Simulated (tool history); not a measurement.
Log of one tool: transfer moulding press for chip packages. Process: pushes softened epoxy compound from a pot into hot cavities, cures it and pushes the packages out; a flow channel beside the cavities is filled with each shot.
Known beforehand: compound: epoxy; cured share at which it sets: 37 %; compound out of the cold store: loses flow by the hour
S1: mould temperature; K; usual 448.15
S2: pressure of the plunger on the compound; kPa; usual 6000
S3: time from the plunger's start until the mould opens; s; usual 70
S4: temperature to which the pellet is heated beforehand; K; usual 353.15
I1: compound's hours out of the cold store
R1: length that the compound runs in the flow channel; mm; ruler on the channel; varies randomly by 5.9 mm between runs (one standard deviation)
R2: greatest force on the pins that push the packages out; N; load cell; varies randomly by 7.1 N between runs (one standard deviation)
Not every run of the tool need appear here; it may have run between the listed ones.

{"run": 1, "hour": 0.0, "S1": 448.15, "S2": 6000, "S3": 70, "S4": 353.15, "I1": 38.5, "R1": 789, "R2": 430}
{"hour": 19.8, "done": "plunger's sealing rings changed"}
{"run": 2, "hour": 19.8, "S1": 448.15, "S2": 6000, "S3": 70, "S4": 353.15, "I1": 36.5, "R1": 843, "R2": 428}
{"hour": 27.0, "done": "cavities cleaned with cleaning compound and waxed"}
{"run": 3, "hour": 40.0, "S1": 448.15, "S2": 6000, "S3": 70, "S4": 353.15, "I1": 8.8, "R1": 921, "R2": 335}
{"run": 4, "hour": 51.4, "S1": 448.15, "S2": 6000, "S3": 70, "S4": 353.15, "I1": 10.2, "R1": 923, "R2": 367}
{"run": 5, "hour": 62.1, "S1": 448.15, "S2": 6000, "S3": 70, "S4": 353.15, "I1": 29.1, "R1": 862, "R2": 388}
{"run": 6, "hour": 73.9, "S1": 448.15, "S2": 4620, "S3": 70, "S4": 353.15, "I1": 27.0, "R1": 763, "R2": 414}
{"run": 7, "hour": 85.6, "S1": 448.15, "S2": 6000, "S3": 70, "S4": 353.15, "I1": 10.1, "R1": 912, "R2": 420}
{"run": 8, "hour": 104.9, "S1": 448.15, "S2": 6000, "S3": 70, "S4": 353.15, "I1": 15.9, "R1": 900, "R2": 460}
{"hour": 108.5, "done": "mould's thermocouples calibrated"}
{"run": 9, "hour": 116.5, "S1": 448.15, "S2": 6000, "S3": 70, "S4": 353.15, "I1": 29.8, "R1": 854, "R2": 443}
{"hour": 125.8, "done": "cavities cleaned with cleaning compound and waxed"}
{"run": 10, "hour": 129.3, "S1": 448.15, "S2": 6000, "S3": 62, "S4": 353.15, "I1": 20.6, "R1": 884, "R2": 400}
{"run": 11, "hour": 143.1, "S1": 448.15, "S2": 6000, "S3": 62, "S4": 353.15, "I1": 16.5, "R1": 885, "R2": 434}
{"run": 12, "hour": 158.9, "S1": 448.15, "S2": 6290, "S3": 70, "S4": 353.15, "I1": 17.8, "R1": 901, "R2": 399}
{"hour": 165.4, "done": "mould's thermocouples calibrated, once more"}
{"run": 13, "hour": 176.5, "S1": 448.15, "S2": 6290, "S3": 70, "S4": 353.15, "I1": 22.6, "R1": 884, "R2": 389}
{"run": 14, "hour": 188.4, "S1": 448.15, "S2": 4730, "S3": 70, "S4": 353.15, "I1": 12.9, "R1": 793, "R2": 412}
{"run": 15, "hour": 197.9, "S1": 448.15, "S2": 4730, "S3": 70, "S4": 353.15, "I1": 9.7, "R1": 801, "R2": 431}
{"run": 16, "hour": 212.3, "S1": 448.15, "S2": 6640, "S3": 70, "S4": 361.15, "I1": 24.0, "R1": 885, "R2": 427}
{"hour": 224.3, "done": "cavities cleaned with cleaning compound and waxed"}
{"run": 17, "hour": 225.9, "S1": 448.15, "S2": 6640, "S3": 70, "S4": 361.15, "I1": 16.0, "R1": 920, "R2": 293}
{"run": 18, "hour": 238.1, "S1": 445.15, "S2": 6120, "S3": 70, "S4": 347.15, "I1": 36.6, "R1": 816, "R2": 394}
{"run": 19, "hour": 251.6, "S1": 445.15, "S2": 6120, "S3": 70, "S4": 347.15, "I1": 13.9, "R1": 893, "R2": 440}
{"run": 20, "hour": 267.9, "S1": 448.15, "S2": 7430, "S3": 70, "S4": 358.15, "I1": 21.4, "R1": 943, "R2": 388}
{"run": 21, "hour": 286.4, "S1": 449.15, "S2": 6000, "S3": 87, "S4": 353.15, "I1": 38.1, "R1": 793, "R2": 348}
{"hour": 299.4, "done": "plunger's sealing rings changed"}
{"run": 22, "hour": 306.9, "S1": 448.15, "S2": 6000, "S3": 78, "S4": 353.15, "I1": 26.3, "R1": 889, "R2": 393}
{"run": 23, "hour": 319.5, "S1": 448.15, "S2": 6000, "S3": 109, "S4": 353.15, "I1": 12.0, "R1": 931, "R2": 372}
{"hour": 322.9, "done": "cavities cleaned with cleaning compound and waxed"}
{"run": 24, "hour": 329.6, "S1": 448.15, "S2": 6000, "S3": 71, "S4": 350.15, "I1": 45.0, "R1": 815, "R2": 329}
{"run": 25, "hour": 341.2, "S1": 448.15, "S2": 4990, "S3": 70, "S4": 349.15, "I1": 13.5, "R1": 846, "R2": 360}
{"run": 26, "hour": 352.0, "S1": 448.15, "S2": 4990, "S3": 70, "S4": 349.15, "I1": 12.1, "R1": 831, "R2": 393}
{"run": 27, "hour": 371.8, "S1": 446.15, "S2": 4990, "S3": 55, "S4": 349.15, "I1": 10.2, "R1": 838, "R2": 852}
{"run": 28, "hour": 383.3, "S1": 455.15, "S2": 6890, "S3": 78, "S4": 357.15, "I1": 47.7, "R1": 828, "R2": 343}

5 ways to go on from here, each from the tool as it stands after run 28. What would each give?
{"run": "A", "hour": 394.6, "S1": 448.15, "S2": 5650, "S3": 74, "S4": 354.15, "I1": 16.6, "R1": "?", "R2": "?"}
{"run": "B", "hour": 394.6, "S1": 448.15, "S2": 5750, "S3": 60, "S4": 346.15, "I1": 28.3, "R1": "?", "R2": "?"}
{"run": "C", "hour": 394.6, "S1": 448.15, "S2": 6000, "S3": 70, "S4": 355.15, "I1": 46.6, "R1": "?", "R2": "?"}
{"run": "D", "hour": 394.6, "S1": 446.15, "S2": 6610, "S3": 69, "S4": 353.15, "I1": 33.9, "R1": "?", "R2": "?"}
{"run": "E", "hour": 394.6, "S1": 443.15, "S2": 6000, "S3": 52, "S4": 346.15, "I1": 24.3, "R1": "?", "R2": "?"}

run=A R1=870 R2=397
run=B R1=837 R2=556
run=C R1=799 R2=433
run=D R1=884 R2=474
run=E R1=893 R2=1188
With the hidden condition removed and each run's random variation left untouched, the same runs would have given:
run=A R1=890 R2=278
run=B R1=856 R2=388
run=C R1=817 R2=303
run=D R1=905 R2=330
run=E R1=913 R2=824

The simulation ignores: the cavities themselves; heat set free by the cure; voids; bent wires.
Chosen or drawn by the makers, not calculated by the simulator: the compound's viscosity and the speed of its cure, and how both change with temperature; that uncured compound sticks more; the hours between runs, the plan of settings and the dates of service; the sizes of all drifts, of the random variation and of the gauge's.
